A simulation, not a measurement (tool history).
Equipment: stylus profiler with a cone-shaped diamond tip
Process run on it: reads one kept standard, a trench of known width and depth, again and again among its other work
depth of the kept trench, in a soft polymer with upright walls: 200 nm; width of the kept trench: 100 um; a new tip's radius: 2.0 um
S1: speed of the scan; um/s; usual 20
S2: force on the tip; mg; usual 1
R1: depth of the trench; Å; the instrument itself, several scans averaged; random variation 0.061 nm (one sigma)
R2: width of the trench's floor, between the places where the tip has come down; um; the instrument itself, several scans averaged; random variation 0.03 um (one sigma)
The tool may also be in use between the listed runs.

Run 1, day 0: usual settings. Result: R1 2008.1 Å, R2 98.05 um.
Run 2, day 0.4: usual settings. Result: R1 2009.1 Å, R2 98.07 um.
Run 3, day 1.129: usual settings. Result: R1 2009 Å, R2 98.11 um.
Run 4, day 1.633: usual settings. Result: R1 2009 Å, R2 98.07 um.
Run 5, day 2.242: usual settings. Result: R1 2008.6 Å, R2 98.1 um.
Run 6, day 2.621: usual settings. Result: R1 2008.6 Å, R2 98.07 um.
Run 7, day 3.308: usual settings but S2 2.53 mg. Result: R1 2015.3 Å, R2 98.16 um.
Run 8, day 3.658: usual settings but S1 19 um/s. Result: R1 2009 Å, R2 98.05 um.
Run 9, day 4.279: usual settings but S1 19 um/s. Result: R1 2010 Å, R2 98.09 um.
Run 10, day 4.8: usual settings but S1 19 um/s. Result: R1 2008 Å, R2 98.13 um.
Run 11, day 5.288: usual settings but S1 17 um/s. Result: R1 2009.1 Å, R2 98.13 um.
Run 12, day 5.629: usual settings but S1 17 um/s. Result: R1 2007.9 Å, R2 98.09 um.
Run 13, day 6.092: usual settings. Result: R1 2009.7 Å, R2 98.07 um.
Run 14, day 6.825: usual settings. Result: R1 2008.4 Å, R2 98.1 um.
Run 15, day 7.421: usual settings. Result: R1 2008.7 Å, R2 98.1 um.
Run 16, day 8.125: usual settings. Result: R1 2008.8 Å, R2 98.09 um.
Run 17, day 8.679: usual settings. Result: R1 2008.7 Å, R2 98.09 um.
Run 18, day 9.317: usual settings. Result: R1 2008.3 Å, R2 98.1 um.
Run 19, day 9.825: usual settings but S2 2.66 mg. Result: R1 2017.7 Å, R2 98.14 um.
Run 20, day 10.417: usual settings but S1 30 um/s. Result: R1 2009.7 Å, R2 98.03 um.
Run 21, day 10.742: usual settings but S1 30 um/s. Result: R1 2008.7 Å, R2 98.05 um.
Run 22, day 11.275: usual settings but S1 50 um/s, S2 0.58 mg. Result: R1 2006.6 Å, R2 97.7 um.
Run 23, day 11.667: usual settings but S1 25 um/s, S2 0.77 mg. Result: R1 2007.4 Å, R2 98.03 um.
Run 24, day 12.283: usual settings but S1 25 um/s, S2 0.77 mg. Result: R1 2007.1 Å, R2 98.05 um.
Run 25, day 12.95: usual settings but S1 30 um/s. Result: R1 2009.1 Å, R2 98 um.
Run 26, day 13.621: usual settings but S1 13 um/s, S2 0.4 mg. Result: R1 2004.9 Å, R2 98.05 um.
Run 27, day 14.333: usual settings but S2 1.76 mg. Result: R1 2013.1 Å, R2 98.05 um.
Run 28, day 15.042: usual settings but S1 16 um/s. Result: R1 2009.5 Å, R2 98.12 um.
Run 29, day 15.788: usual settings but S1 70 um/s, S2 0.34 mg. Result: R1 2003.6 Å, R2 97.26 um.
Run 30, day 16.517: usual settings but S1 54 um/s, S2 2.41 mg. Result: R1 2016.1 Å, R2 97.91 um.
Run 31, day 16.917: usual settings but S1 7 um/s, S2 0.37 mg. Result: R1 2005.4 Å, R2 98.13 um.
Run 32, day 17.704: usual settings but S1 25 um/s, S2 1.64 mg. Result: R1 2012.6 Å, R2 98.08 um.
Run 33, day 18.333: usual settings but S1 23 um/s, S2 0.96 mg. Result: R1 2009.1 Å, R2 98.07 um.
Run 34, day 18.871: usual settings but S1 31 um/s, S2 0.9 mg. Result: R1 2008.3 Å, R2 97.96 um.
Run 35, day 19.425: usual settings but S1 28 um/s, S2 0.55 mg. Result: R1 2006 Å, R2 97.95 um.
Run 36, day 19.921: usual settings but S1 7 um/s, S2 1.22 mg. Result: R1 2010.1 Å, R2 98.15 um.
Run 37, day 20.554: usual settings but S1 7 um/s, S2 1.35 mg. Result: R1 2011 Å, R2 98.21 um.
Run 38, day 21.029: usual settings but S1 7 um/s, S2 1.35 mg. Result: R1 2010.9 Å, R2 98.14 um.
Run 39, day 21.567: usual settings but S1 10 um/s, S2 2.75 mg. Result: R1 2017.5 Å, R2 98.23 um.
Run 40, day 21.988: usual settings but S1 10 um/s, S2 2.75 mg. Result: R1 2017.3 Å, R2 98.2 um.

For each run, the measured value with the value that run would have given without the tool's hidden condition subtracted. The run-to-run variation is shared by both, the gauge scatter possibly not:
Hidden state at play: radius of the tip, um; height scale over the true one, %; drift of the gauge itself on depth_nm, %; drift of the gauge itself on floor_um, %.
run     R2
  1  -0.02
  2  -0.02
  3  -0.02
  4  -0.01
  5  -0.02
  6  -0.02
  7  -0.02
  8  -0.02
  9  -0.02
 10  -0.02
 11  -0.02
 12  -0.02
 13  -0.02
 14  -0.03
 15  -0.02
 16  -0.02
 17  -0.02
 18  -0.02
 19  -0.02
 20  -0.02
 21  -0.02
 22  -0.03
 23  -0.02
 24  -0.02
 25  -0.02
 26  -0.02
 27  -0.02
 28  -0.02
 29  -0.02
 30  -0.02
 31  -0.03
 32  -0.02
 33  -0.02
 34  -0.02
 35  -0.03
 36  -0.02
 37  -0.02
 38  -0.03
 39  -0.02
 40  -0.03
R1 without the hidden state stays within 0.2 Å of what was measured, in all runs.
